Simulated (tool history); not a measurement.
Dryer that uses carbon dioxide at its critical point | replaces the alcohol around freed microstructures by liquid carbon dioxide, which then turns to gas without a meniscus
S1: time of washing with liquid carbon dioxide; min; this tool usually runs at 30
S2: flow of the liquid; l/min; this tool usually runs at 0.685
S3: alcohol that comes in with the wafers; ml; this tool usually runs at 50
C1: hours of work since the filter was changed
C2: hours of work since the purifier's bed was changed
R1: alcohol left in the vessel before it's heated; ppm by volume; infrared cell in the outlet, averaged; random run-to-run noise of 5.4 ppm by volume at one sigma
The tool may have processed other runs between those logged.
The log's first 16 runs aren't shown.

run,hour,S1,S2,S3,C1,C2,R1
17,629.4,30,0.685,38,97,288,251
18,679.4,30,0.685,87,116,307,425
19,725.0,30,0.685,87,133,324,420
20,761.0,30,0.685,87,147,337,436
21,808.9,30,0.685,87,165,355,449
22,848.2,47,0.963,32,180,370,169
23,895.2,29,0.417,50,197,388,1222
24,945.5,30,0.685,64,216,407,412
25,976.9,30,0.620,77,228,419,604
26,1014.9,30,0.607,50,242,433,499
27,1061.3,30,0.607,50,260,451,503
28,1112.8,30,0.607,50,279,470,516
29,1153.2,30,0.607,50,294,485,532
30,1176.5,30,0.947,74,303,494,271
31,1218.3,30,0.609,34,319,510,438
32,1258.4,19,0.609,30,334,525,970
33,1289.2,19,0.619,94,346,536,2504
34,1340.7,30,0.582,50,365,556,656

Below are 3 alternative next runs, each starting from the tool's condition after run 34. Predict each:
A,1383.8,39,0.582,35,381,572,?
B,1383.8,42,0.582,50,381,572,?
C,1383.8,26,0.642,39,381,572,?

run,R1
A,362
B,364
C,599
With no hidden state in the tool, these same runs would have given:
run,R1
A,67
B,64
C,248
